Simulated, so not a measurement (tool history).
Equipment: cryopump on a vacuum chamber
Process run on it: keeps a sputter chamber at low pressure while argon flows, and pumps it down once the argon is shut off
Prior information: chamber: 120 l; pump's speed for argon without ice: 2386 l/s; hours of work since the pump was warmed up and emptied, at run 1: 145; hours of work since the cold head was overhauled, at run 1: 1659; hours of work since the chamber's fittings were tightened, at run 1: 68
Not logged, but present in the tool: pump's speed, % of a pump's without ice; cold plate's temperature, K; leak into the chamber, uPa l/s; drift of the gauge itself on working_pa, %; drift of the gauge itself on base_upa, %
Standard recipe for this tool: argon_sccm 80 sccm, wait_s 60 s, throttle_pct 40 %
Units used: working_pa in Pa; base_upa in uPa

run	day	argon_sccm	wait_s	throttle_pct	hours of work since the pump was warmed up and emptied	hours of work since the cold head was overhauled	hours of work since the chamber's fittings were tightened	working_pa	base_upa
1	0	80	60	40	145	1659	68	0.1462	0.97
2	2.588	80	60	40	187	1701	110	0.149	1.04
3	5.133	80	60	40	229	1742	151	0.148	1.07
4	7.596	80	60	33	269	1782	191	0.1799	1.11
5	10.125	77	60	40	310	1824	233	0.1472	1.19
6	12.038	77	149	40	341	1855	264	0.1474	0.84
7	13.767	80	60	40	369	1883	292	0.1557	1.33
8	15.508	80	60	40	398	1912	321	0.1554	1.32
9	17.904	80	60	40	437	1951	360	0.1571	1.46
10	19.929	80	60	40	470	1984	393	0.1574	1.55
11	21.296	85	60	40	492	2006	415	0.1691	1.48
12	23.642	80	60	40	530	2044	453	0.1603	1.67
13	25.183	80	60	40	556	2069	478	0.1619	1.71
14	26.812	80	60	40	582	2096	505	0.1637	1.72
15	29.017	97	60	40	618	2132	541	0.1998	1.88
16	31.096	97	34	40	652	2166	575	0.2033	2.49
17	32.433	80	60	59	674	2188	597	0.1218	1.91
18	34.25	80	60	59	703	2217	626	0.1236	2.13
# day 35.879: pump warmed up, emptied and cooled again
19	36.217	80	60	59	5	2246	655	0.097	1.69
20	38.479	80	60	59	42	2283	692	0.098	1.75
21	39.929	91	46	40	66	2306	716	0.1636	1.99
22	41.621	91	139	54	94	2334	743	0.1222	1.43
23	43.362	91	139	54	122	2362	771	0.1236	1.48
24	45.571	80	82	56	158	2399	808	0.1069	1.77
25	47.008	80	38	31	182	2422	831	0.189	2.36
26	49.371	80	38	31	220	2460	870	0.1895	2.52
27	50.842	80	38	31	244	2485	894	0.1898	2.57
28	52.738	158	24	40	275	2515	924	0.2978	3.21
29	54.75	158	24	40	308	2548	957	0.3005	3.28
30	56.929	158	24	40	343	2584	993	0.3015	3.47
31	58.788	158	24	40	374	2614	1023	0.3043	3.47
32	60.425	158	24	40	400	2641	1050	0.3057	3.54
33	61.996	96	37	30	426	2666	1075	0.2444	3
34	64.062	63	56	19	460	2700	1109	0.2459	2.64
35	65.254	63	56	19	479	2720	1129	0.2493	2.69

For each entry between runs, how does the tool's hidden state at the last listed run before it compare with that at the first listed run after it?
Run 18 -> run 19: pump warmed up, emptied and cooled again (day 35.879)
  pump's speed, % of a pump's without ice: 68.4 -> 99.6; leak into the chamber, uPa l/s: 2164 -> 2251
  measured minus no-state result, working_pa: +0.0271 -> +0.0009 Pa; base_upa: +1.25 -> +0.83 uPa

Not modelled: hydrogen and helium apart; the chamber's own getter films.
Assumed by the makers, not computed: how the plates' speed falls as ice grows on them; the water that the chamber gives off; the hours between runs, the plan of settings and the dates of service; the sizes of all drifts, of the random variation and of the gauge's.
